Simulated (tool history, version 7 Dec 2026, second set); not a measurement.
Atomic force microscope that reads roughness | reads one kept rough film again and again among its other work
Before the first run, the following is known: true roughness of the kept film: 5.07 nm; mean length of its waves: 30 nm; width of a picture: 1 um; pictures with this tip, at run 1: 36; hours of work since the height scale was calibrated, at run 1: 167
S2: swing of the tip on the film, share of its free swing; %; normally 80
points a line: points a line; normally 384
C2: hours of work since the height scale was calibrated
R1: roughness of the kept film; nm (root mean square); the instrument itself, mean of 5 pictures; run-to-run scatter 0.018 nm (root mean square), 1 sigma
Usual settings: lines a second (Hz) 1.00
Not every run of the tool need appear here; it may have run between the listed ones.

run 1 hour=0.0 | lines_a_second_(Hz)=1.00 S2=80 points_a_line=384 | pictures_with_this_tip=36 C2=167 | R1=4.045
-- hour=18.2 new tip fitted
run 2 hour=55.4 | lines_a_second_(Hz)=1.00 S2=67 points_a_line=384 | pictures_with_this_tip=61 C2=198 | R1=3.856
-- hour=60.1 new tip fitted
run 3 hour=92.0 | lines_a_second_(Hz)=1.00 S2=67 points_a_line=384 | pictures_with_this_tip=52 C2=218 | R1=3.944
-- hour=102.0 new tip fitted
-- hour=142.3 new tip fitted
run 4 hour=146.9 | lines_a_second_(Hz)=1.00 S2=67 points_a_line=384 | pictures_with_this_tip=8 C2=249 | R1=4.318
-- hour=181.5 new tip fitted
run 5 hour=187.5 | lines_a_second_(Hz)=1.00 S2=67 points_a_line=384 | pictures_with_this_tip=10 C2=271 | R1=4.307
-- hour=221.9 new tip fitted
run 6 hour=247.2 | lines_a_second_(Hz)=1.00 S2=80 points_a_line=384 | pictures_with_this_tip=42 C2=305 | R1=4.004
-- hour=261.6 new tip fitted
run 7 hour=296.4 | lines_a_second_(Hz)=1.00 S2=81 points_a_line=384 | pictures_with_this_tip=57 C2=332 | R1=3.772
-- hour=302.6 new tip fitted
-- hour=345.1 new tip fitted
run 8 hour=351.7 | lines_a_second_(Hz)=1.00 S2=81 points_a_line=384 | pictures_with_this_tip=11 C2=362 | R1=4.199
-- hour=385.7 new tip fitted
run 9 hour=411.0 | lines_a_second_(Hz)=1.38 S2=80 points_a_line=384 | pictures_with_this_tip=42 C2=395 | R1=3.949
-- hour=427.5 new tip fitted
-- hour=468.8 new tip fitted
run 10 hour=473.8 | lines_a_second_(Hz)=1.38 S2=80 points_a_line=384 | pictures_with_this_tip=8 C2=430 | R1=4.247
-- hour=508.5 new tip fitted
run 11 hour=508.9 | lines_a_second_(Hz)=1.00 S2=80 points_a_line=536 | pictures_with_this_tip=0 C2=450 | R1=4.359
-- hour=550.3 new tip fitted
run 12 hour=558.1 | lines_a_second_(Hz)=0.59 S2=80 points_a_line=384 | pictures_with_this_tip=12 C2=477 | R1=4.333
-- hour=591.0 new tip fitted
run 13 hour=604.6 | lines_a_second_(Hz)=1.00 S2=80 points_a_line=384 | pictures_with_this_tip=22 C2=503 | R1=4.152
-- hour=633.7 new tip fitted
run 14 hour=665.8 | lines_a_second_(Hz)=1.00 S2=80 points_a_line=384 | pictures_with_this_tip=53 C2=537 | R1=3.857
-- hour=674.4 new tip fitted
run 15 hour=705.2 | lines_a_second_(Hz)=1.00 S2=80 points_a_line=384 | pictures_with_this_tip=51 C2=559 | R1=3.929
-- hour=713.6 new tip fitted
run 16 hour=746.8 | lines_a_second_(Hz)=3.17 S2=58 points_a_line=384 | pictures_with_this_tip=54 C2=582 | R1=3.862
-- hour=756.9 new tip fitted
-- hour=796.9 new tip fitted
run 17 hour=807.4 | lines_a_second_(Hz)=0.91 S2=61 points_a_line=820 | pictures_with_this_tip=17 C2=615 | R1=4.381
-- hour=836.3 new tip fitted
run 18 hour=836.3 | lines_a_second_(Hz)=3.65 S2=70 points_a_line=538 | pictures_with_this_tip=0 C2=631 | R1=4.234
-- hour=875.7 new tip fitted
run 19 hour=887.9 | lines_a_second_(Hz)=3.65 S2=58 points_a_line=538 | pictures_with_this_tip=20 C2=660 | R1=4.178
-- hour=916.8 new tip fitted
run 20 hour=937.3 | lines_a_second_(Hz)=1.06 S2=84 points_a_line=538 | pictures_with_this_tip=33 C2=687 | R1=4.087
-- hour=957.4 new tip fitted
run 21 hour=973.7 | lines_a_second_(Hz)=3.68 S2=87 points_a_line=331 | pictures_with_this_tip=26 C2=708 | R1=3.584
-- hour=1000.2 new tip fitted
run 22 hour=1034.6 | lines_a_second_(Hz)=1.88 S2=80 points_a_line=976 | pictures_with_this_tip=57 C2=742 | R1=3.778
-- hour=1040.6 new tip fitted
-- hour=1081.6 new tip fitted
run 23 hour=1094.5 | lines_a_second_(Hz)=0.51 S2=57 points_a_line=484 | pictures_with_this_tip=22 C2=775 | R1=4.301
-- hour=1123.6 new tip fitted
run 24 hour=1141.6 | lines_a_second_(Hz)=1.00 S2=86 points_a_line=721 | pictures_with_this_tip=30 C2=801 | R1=4.052
-- hour=1164.2 new tip fitted
run 25 hour=1198.2 | lines_a_second_(Hz)=1.00 S2=86 points_a_line=721 | pictures_with_this_tip=56 C2=832 | R1=3.827
-- hour=1204.5 new tip fitted
run 26 hour=1227.2 | lines_a_second_(Hz)=1.13 S2=56 points_a_line=497 | pictures_with_this_tip=37 C2=848 | R1=4.128
-- hour=1246.5 new tip fitted
run 27 hour=1252.7 | lines_a_second_(Hz)=1.13 S2=56 points_a_line=497 | pictures_with_this_tip=10 C2=862 | R1=4.353
-- hour=1287.2 new tip fitted
run 28 hour=1291.4 | lines_a_second_(Hz)=3.62 S2=58 points_a_line=424 | pictures_with_this_tip=7 C2=884 | R1=4.332
run 29 hour=1320.1 | lines_a_second_(Hz)=3.62 S2=58 points_a_line=424 | pictures_with_this_tip=54 C2=900 | R1=3.901

What differs in the tool's unlogged condition from the final listed run ahead of each entry between runs to the first listed run following it?
Runs 1 to 2: new tip fitted (hour 18.2)
  radius of the tip, nm: 9.1 -> 12.2; height scale over the true one, %: 0.11 -> 0.14
  what was measured, less what the result would be without the hidden state, R1: -0.327 -> -0.549 nm (root mean square)
Runs 2 to 3: new tip fitted (hour 60.1)
  radius of the tip, nm: 12.2 -> 11.5; height scale over the true one, %: 0.14 -> 0.16
  what was measured, less what the result would be without the hidden state, R1: -0.549 -> -0.502 nm (root mean square)
Runs 3 to 4: new tip fitted (hour 102.0); new tip fitted (hour 142.3)
  radius of the tip, nm: 11.5 -> 6.4; height scale over the true one, %: 0.16 -> 0.19
  what was measured, less what the result would be without the hidden state, R1: -0.502 -> -0.110 nm (root mean square)
Runs 4 to 5: new tip fitted (hour 181.5)
  radius of the tip, nm: 6.4 -> 6.6; height scale over the true one, %: 0.19 -> 0.2
  what was measured, less what the result would be without the hidden state, R1: -0.110 -> -0.128 nm (root mean square)
Runs 5 to 6: new tip fitted (hour 221.9)
  radius of the tip, nm: 6.6 -> 9.8; height scale over the true one, %: 0.2 -> 0.24
  what was measured, less what the result would be without the hidden state, R1: -0.128 -> -0.378 nm (root mean square)
Runs 6 to 7: new tip fitted (hour 261.6)
  radius of the tip, nm: 9.8 -> 12.2; height scale over the true one, %: 0.24 -> 0.26
  what was measured, less what the result would be without the hidden state, R1: -0.378 -> -0.536 nm (root mean square)
Runs 7 to 8: new tip fitted (hour 302.6); new tip fitted (hour 345.1)
  radius of the tip, nm: 12.2 -> 6.6; height scale over the true one, %: 0.26 -> 0.29
  what was measured, less what the result would be without the hidden state, R1: -0.536 -> -0.126 nm (root mean square)
Runs 8 to 9: new tip fitted (hour 385.7)
  radius of the tip, nm: 6.6 -> 9.6; height scale over the true one, %: 0.29 -> 0.32
  what was measured, less what the result would be without the hidden state, R1: -0.126 -> -0.350 nm (root mean square)
Runs 9 to 10: new tip fitted (hour 427.5); new tip fitted (hour 468.8)
  radius of the tip, nm: 9.6 -> 6; height scale over the true one, %: 0.32 -> 0.35
  what was measured, less what the result would be without the hidden state, R1: -0.350 -> -0.068 nm (root mean square)
Runs 10 to 11: new tip fitted (hour 508.5)
  radius of the tip, nm: 6 -> 5.2; height scale over the true one, %: 0.35 -> 0.37
  what was measured, less what the result would be without the hidden state, R1: -0.068 -> -0.004 nm (root mean square)
Runs 11 to 12: new tip fitted (hour 550.3)
  radius of the tip, nm: 5.2 -> 6.8; height scale over the true one, %: 0.37 -> 0.4
  what was measured, less what the result would be without the hidden state, R1: -0.004 -> -0.138 nm (root mean square)
Runs 12 to 13: new tip fitted (hour 591.0)
  radius of the tip, nm: 6.8 -> 7.8; height scale over the true one, %: 0.4 -> 0.42
  what was measured, less what the result would be without the hidden state, R1: -0.138 -> -0.215 nm (root mean square)
Runs 13 to 14: new tip fitted (hour 633.7)
  radius of the tip, nm: 7.8 -> 11.8; height scale over the true one, %: 0.42 -> 0.45
  what was measured, less what the result would be without the hidden state, R1: -0.215 -> -0.508 nm (root mean square)
Runs 14 to 15: new tip fitted (hour 674.4)
  radius of the tip, nm: 11.8 -> 11.1; height scale over the true one, %: 0.45 -> 0.47
  what was measured, less what the result would be without the hidden state, R1: -0.508 -> -0.460 nm (root mean square)
Runs 15 to 16: new tip fitted (hour 713.6)
  radius of the tip, nm: 11.1 -> 11.7; height scale over the true one, %: 0.47 -> 0.49
  what was measured, less what the result would be without the hidden state, R1: -0.460 -> -0.493 nm (root mean square)
Runs 16 to 17: new tip fitted (hour 756.9); new tip fitted (hour 796.9)
  radius of the tip, nm: 11.7 -> 6.8; height scale over the true one, %: 0.49 -> 0.52
  what was measured, less what the result would be without the hidden state, R1: -0.493 -> -0.132 nm (root mean square)
Runs 17 to 18: new tip fitted (hour 836.3)
  radius of the tip, nm: 6.8 -> 5.2; height scale over the true one, %: 0.52 -> 0.54
  what was measured, less what the result would be without the hidden state, R1: -0.132 -> +0.006 nm (root mean square)
Runs 18 to 19: new tip fitted (hour 875.7)
  radius of the tip, nm: 5.2 -> 7.5; height scale over the true one, %: 0.54 -> 0.56
  what was measured, less what the result would be without the hidden state, R1: +0.006 -> -0.183 nm (root mean square)
Runs 19 to 20: new tip fitted (hour 916.8)
  radius of the tip, nm: 7.5 -> 8.8; height scale over the true one, %: 0.56 -> 0.59
  what was measured, less what the result would be without the hidden state, R1: -0.183 -> -0.288 nm (root mean square)
Runs 20 to 21: new tip fitted (hour 957.4)
  radius of the tip, nm: 8.8 -> 8.2; height scale over the true one, %: 0.59 -> 0.61
  what was measured, less what the result would be without the hidden state, R1: -0.288 -> -0.204 nm (root mean square)
Runs 21 to 22: new tip fitted (hour 1000.2)
  radius of the tip, nm: 8.2 -> 11.2; height scale over the true one, %: 0.61 -> 0.64
  what was measured, less what the result would be without the hidden state, R1: -0.204 -> -0.441 nm (root mean square)
Runs 22 to 23: new tip fitted (hour 1040.6); new tip fitted (hour 1081.6)
  radius of the tip, nm: 11.2 -> 8; height scale over the true one, %: 0.64 -> 0.67
  what was measured, less what the result would be without the hidden state, R1: -0.441 -> -0.231 nm (root mean square)
Runs 23 to 24: new tip fitted (hour 1123.6)
  radius of the tip, nm: 8 -> 8.4; height scale over the true one, %: 0.67 -> 0.69
  what was measured, less what the result would be without the hidden state, R1: -0.231 -> -0.248 nm (root mean square)
Runs 24 to 25: new tip fitted (hour 1164.2)
  radius of the tip, nm: 8.4 -> 11.9; height scale over the true one, %: 0.69 -> 0.72
  what was measured, less what the result would be without the hidden state, R1: -0.248 -> -0.498 nm (root mean square)
Runs 25 to 26: new tip fitted (hour 1204.5)
  radius of the tip, nm: 11.9 -> 9.5; height scale over the true one, %: 0.72 -> 0.74
  what was measured, less what the result would be without the hidden state, R1: -0.498 -> -0.342 nm (root mean square)
Runs 26 to 27: new tip fitted (hour 1246.5)
  radius of the tip, nm: 9.5 -> 7; height scale over the true one, %: 0.74 -> 0.75
  what was measured, less what the result would be without the hidden state, R1: -0.342 -> -0.137 nm (root mean square)
Runs 27 to 28: new tip fitted (hour 1287.2)
  radius of the tip, nm: 7 -> 6; height scale over the true one, %: 0.75 -> 0.77
  what was measured, less what the result would be without the hidden state, R1: -0.137 -> -0.054 nm (root mean square)
